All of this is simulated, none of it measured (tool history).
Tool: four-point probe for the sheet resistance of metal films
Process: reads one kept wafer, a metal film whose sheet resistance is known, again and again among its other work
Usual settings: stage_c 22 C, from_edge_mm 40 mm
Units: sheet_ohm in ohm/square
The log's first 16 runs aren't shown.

Run 17, hour 198.6: usual settings. Result: sheet_ohm 29.321595 ohm/square.
Run 18, hour 211.8: usual settings. Result: sheet_ohm 29.318567 ohm/square.
Run 19, hour 218.8: usual settings but stage_c 31 C. Result: sheet_ohm 29.341072 ohm/square.
Run 20, hour 234.1: usual settings but stage_c 24 C. Result: sheet_ohm 29.335414 ohm/square.
At hour 235.8: stage's thermometer calibrated.
Run 21, hour 249.7: usual settings but stage_c 24 C. Result: sheet_ohm 29.338792 ohm/square.
Run 22, hour 259.2: usual settings but stage_c 21 C. Result: sheet_ohm 29.319806 ohm/square.
Run 23, hour 272.5: usual settings but from_edge_mm 21 mm. Result: sheet_ohm 29.371446 ohm/square.
Run 24, hour 288.9: usual settings but from_edge_mm 21 mm. Result: sheet_ohm 29.362587 ohm/square.
Run 25, hour 299.2: usual settings but stage_c 19 C, from_edge_mm 49 mm. Result: sheet_ohm 29.316621 ohm/square.
Run 26, hour 307.2: usual settings but stage_c 19 C, from_edge_mm 49 mm. Result: sheet_ohm 29.316088 ohm/square.
Run 27, hour 318.2: usual settings but from_edge_mm 8 mm. Result: sheet_ohm 29.703492 ohm/square.
At hour 322.3: stage's thermometer calibrated, once more.
Run 28, hour 331.1: usual settings but stage_c 34 C, from_edge_mm 5 mm. Result: sheet_ohm 30.295833 ohm/square.
Run 29, hour 347.8: usual settings but stage_c 23 C. Result: sheet_ohm 29.310533 ohm/square.
Run 30, hour 356: usual settings but stage_c 23 C. Result: sheet_ohm 29.303419 ohm/square.
Run 31, hour 369.1: usual settings but stage_c 23 C. Result: sheet_ohm 29.303651 ohm/square.
Run 32, hour 380.1: usual settings but from_edge_mm 57 mm. Result: sheet_ohm 29.283459 ohm/square.
Run 33, hour 393.8: usual settings but from_edge_mm 15 mm. Result: sheet_ohm 29.387683 ohm/square.
Run 34, hour 404.8: usual settings but stage_c 34 C. Result: sheet_ohm 29.312511 ohm/square.
Run 35, hour 419.5: usual settings but stage_c 27 C, from_edge_mm 3 mm. Result: sheet_ohm 31.841834 ohm/square.
Run 36, hour 435.1: usual settings but stage_c 23 C, from_edge_mm 25 mm. Result: sheet_ohm 29.31874 ohm/square.
Run 37, hour 444.9: usual settings but stage_c 23 C, from_edge_mm 50 mm. Result: sheet_ohm 29.286252 ohm/square.

Forecast run 38:
Run 38, hour 457: usual settings but stage_c 23 C, from_edge_mm 50 mm. Result: sheet_ohm ?.

sheet_ohm: 29.289309 ohm/square
Without the tool's hidden state the same run would have given sheet_ohm 29.328631 ohm/square.

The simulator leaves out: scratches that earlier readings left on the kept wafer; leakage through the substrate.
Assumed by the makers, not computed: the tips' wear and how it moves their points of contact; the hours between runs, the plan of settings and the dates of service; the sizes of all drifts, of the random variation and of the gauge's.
